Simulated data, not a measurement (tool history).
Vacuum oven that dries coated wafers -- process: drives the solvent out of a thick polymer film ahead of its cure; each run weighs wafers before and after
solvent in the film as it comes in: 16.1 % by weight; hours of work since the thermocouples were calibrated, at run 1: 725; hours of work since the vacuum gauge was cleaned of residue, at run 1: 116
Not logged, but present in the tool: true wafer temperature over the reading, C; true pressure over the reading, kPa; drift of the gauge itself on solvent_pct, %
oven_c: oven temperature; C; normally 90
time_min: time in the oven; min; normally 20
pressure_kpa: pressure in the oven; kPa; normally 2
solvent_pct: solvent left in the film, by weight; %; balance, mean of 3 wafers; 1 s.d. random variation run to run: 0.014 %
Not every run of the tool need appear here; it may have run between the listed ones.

run,hour,oven_c,time_min,pressure_kpa,hours of work since the thermocouples were calibrated,hours of work since the vacuum gauge was cleaned of residue,solvent_pct
1,0,90,20,2,725,116,2.47
2,48.5,90,20,2,753,144,2.49
3,91.9,90,20,2,778,169,2.5
4,166.5,90,20,2,822,213,2.51
5,206.5,90,20,2,845,236,2.49
6,268.5,87,20,2,881,272,3.17
7,355.2,87,20,2,932,323,3.16
8,429.4,87,20,2,975,366,3.15
9,491.4,87,20,2,1011,402,3.13
# hour 513.8: oven's thermocouples calibrated
10,575.8,98,20,3.63,36,450,2.51
11,662.1,90,10,2,86,501,5.33
12,702.3,90,21,2.74,110,524,3.29
13,746.6,90,21,2.74,136,550,3.28
14,835.2,92,20,2,187,602,2.47
15,914.5,92,20,2,234,648,2.47
16,956.5,92,20,2,258,673,2.46
17,1034.1,92,20,2,303,718,2.49
18,1095.2,93,18,6.16,339,753,5.3

Below are 5 alternative next runs, each starting from the tool's condition after run 18. Predict each:
A,1168.5,92,32,1.42,382,796,?
B,1168.5,87,18,6.16,382,796,?
C,1168.5,83,11,1.25,382,796,?
D,1168.5,93,24,6.16,382,796,?
E,1168.5,101,29,3.48,382,796,?

run,solvent_pct
A,1.44
B,7.1
C,6.56
D,4.87
E,2.01
What these runs would have given with no unlogged condition in the tool:
run,solvent_pct
A,1.22
B,6.95
C,6.43
D,4.71
E,1.86

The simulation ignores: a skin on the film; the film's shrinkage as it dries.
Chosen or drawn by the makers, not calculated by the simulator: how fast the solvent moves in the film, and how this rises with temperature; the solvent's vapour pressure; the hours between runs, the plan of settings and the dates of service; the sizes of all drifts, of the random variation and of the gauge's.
